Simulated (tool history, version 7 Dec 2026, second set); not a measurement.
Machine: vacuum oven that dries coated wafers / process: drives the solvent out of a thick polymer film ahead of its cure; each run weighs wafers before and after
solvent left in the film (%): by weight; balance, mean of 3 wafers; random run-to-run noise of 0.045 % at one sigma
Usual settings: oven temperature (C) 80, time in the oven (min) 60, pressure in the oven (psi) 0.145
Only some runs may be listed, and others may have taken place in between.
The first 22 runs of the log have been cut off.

run,hour,oven temperature (C),time in the oven (min),pressure in the oven (psi),solvent left in the film (%)
23,879.5,80,85,0.145,0.92
24,904.8,80,85,0.409,1.19
25,939.8,80,39,0.409,3.4
26,965.8,80,39,0.409,3.28
27,1015.8,81,60,0.145,1.56
28,1053.8,89,30,0.103,1.85
29,1105,84,30,0.103,2.96
30,1128.3,84,30,0.103,2.92
31,1152.1,95,50,0.145,0.31
32,1205.2,76,50,0.145,3.2
33,1229.4,84,33,0.191,2.76
34,1266.5,72,51,0.08,4.27
35,1291.6,72,47,0.106,4.54
36,1318.2,80,72,0.167,1.34
37,1341.7,82,72,0.154,0.92
38,1377.9,82,72,0.154,0.94
39,1428,82,72,0.154,0.96
40,1472.8,80,60,0.406,2.08
# hour 1484: vacuum gauge cleaned of residue and calibrated
41,1513.7,91,87,0.099,0.17
42,1548.6,80,35,0.213,3.48
43,1576.3,80,35,0.213,3.57
44,1608.2,68,41,0.193,6.12
45,1642,87,51,0.193,0.97
46,1670.4,87,51,0.193,0.94
47,1716.7,66,60,0.381,5.74

Predict each of these 4 candidate next runs independently; none follows another, all start after run 47:
A,1760.3,68,66,0.328,?
B,1760.3,74,60,0.355,?
C,1760.3,84,60,0.381,?
D,1760.3,95,43,0.202,?

run,solvent left in the film (%)
A,4.74
B,3.42
C,1.23
D,0.41
With no hidden state in the tool, these same runs would have given:
run,solvent left in the film (%)
A,4.49
B,3.18
C,1.1
D,0.36
